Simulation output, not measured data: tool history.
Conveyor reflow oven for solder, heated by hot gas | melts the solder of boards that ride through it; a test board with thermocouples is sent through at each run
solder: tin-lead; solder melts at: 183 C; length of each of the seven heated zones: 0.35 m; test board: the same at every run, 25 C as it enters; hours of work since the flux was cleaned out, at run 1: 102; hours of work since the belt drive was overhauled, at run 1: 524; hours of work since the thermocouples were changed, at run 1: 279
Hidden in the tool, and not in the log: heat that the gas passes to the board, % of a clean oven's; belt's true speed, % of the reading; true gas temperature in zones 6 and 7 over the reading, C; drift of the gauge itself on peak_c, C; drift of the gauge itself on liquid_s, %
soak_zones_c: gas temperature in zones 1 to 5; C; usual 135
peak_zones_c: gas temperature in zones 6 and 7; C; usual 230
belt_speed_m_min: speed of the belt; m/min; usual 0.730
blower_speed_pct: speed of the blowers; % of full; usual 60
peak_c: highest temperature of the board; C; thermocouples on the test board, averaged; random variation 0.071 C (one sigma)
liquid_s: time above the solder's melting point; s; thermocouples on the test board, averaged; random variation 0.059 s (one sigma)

run,hour,soak_zones_c,peak_zones_c,belt_speed_m_min,blower_speed_pct,hours of work since the flux was cleaned out,hours of work since the belt drive was overhauled,hours of work since the thermocouples were changed,peak_c,liquid_s
1,0.0,135,230,0.730,60,102,524,279,213.03,39.78
2,10.4,135,230,0.730,89,108,530,285,220.36,45.35
3,20.0,135,230,0.730,89,113,535,290,220.39,45.32
4,30.5,135,230,0.730,89,119,541,297,220.36,45.32
5,41.5,135,230,0.730,89,126,548,303,220.24,45.33
6,51.0,128,230,0.730,60,131,553,309,211.58,37.06
7,61.7,128,230,0.730,60,138,560,315,211.55,36.97
8,71.5,128,230,0.730,60,143,565,321,211.55,36.91
9,80.8,135,230,0.730,60,149,571,326,212.71,39.59
10,88.6,135,230,0.730,60,153,575,331,212.80,39.53
11,98.1,135,230,0.730,60,159,581,336,212.80,39.52
12,111.1,135,230,0.730,60,167,588,344,212.67,39.50
13,123.6,135,230,0.730,60,174,596,351,212.77,39.51
14,129.4,135,230,0.730,60,177,599,354,212.66,39.49
15,135.9,135,230,0.730,60,181,603,358,212.68,39.47
16,146.6,146,230,0.715,60,187,609,364,215.43,45.31
17,156.6,146,230,0.715,60,193,615,370,215.41,45.43
18,168.7,146,230,0.670,60,200,622,377,217.16,50.03
19,177.5,137,233,0.809,70,205,627,382,215.30,37.43
20,190.0,135,230,0.730,72,213,635,390,216.10,42.42
21,199.8,149,230,0.730,76,218,640,396,219.07,48.07
# hour 205.7: flux residue cleaned out of gas plates and filters
22,214.6,135,245,0.583,60,5,646,401,232.48,62.98
23,223.5,135,230,0.730,60,10,651,406,211.93,38.83
24,230.6,135,228,0.591,57,15,655,411,215.80,52.42
25,239.5,135,228,0.591,57,20,661,416,215.63,52.40
26,245.2,150,228,0.751,57,23,664,419,211.35,41.53
27,253.9,121,228,0.751,63,28,669,424,207.12,31.15
# hour 265.2: flux residue cleaned out of gas plates and filters, once more
28,265.2,121,228,0.751,64,0,673,428,210.19,33.81
29,272.1,142,230,0.772,84,4,677,432,219.88,44.11
30,280.7,142,230,0.772,84,9,682,437,219.86,44.01

Hidden state at the last listed run before each entry between runs and at the first one after, where it differs:
Between runs 21 and 22: flux residue cleaned out of gas plates and filters (hour 205.7)
  heat that the gas passes to the board, % of a clean oven's: 93.4 -> 91
  measured less the result without the state, peak_c: -0.52 -> -0.84 C; liquid_s: -0.15 -> -0.08 s
Between runs 27 and 28: flux residue cleaned out of gas plates and filters, once more (hour 265.2)
  heat that the gas passes to the board, % of a clean oven's: 90.4 -> 99.6; true gas temperature in zones 6 and 7 over the reading, C: 0.77 -> 0.78
  measured less the result without the state, peak_c: -1.67 -> +0.81 C; liquid_s: -1.48 -> +0.81 s
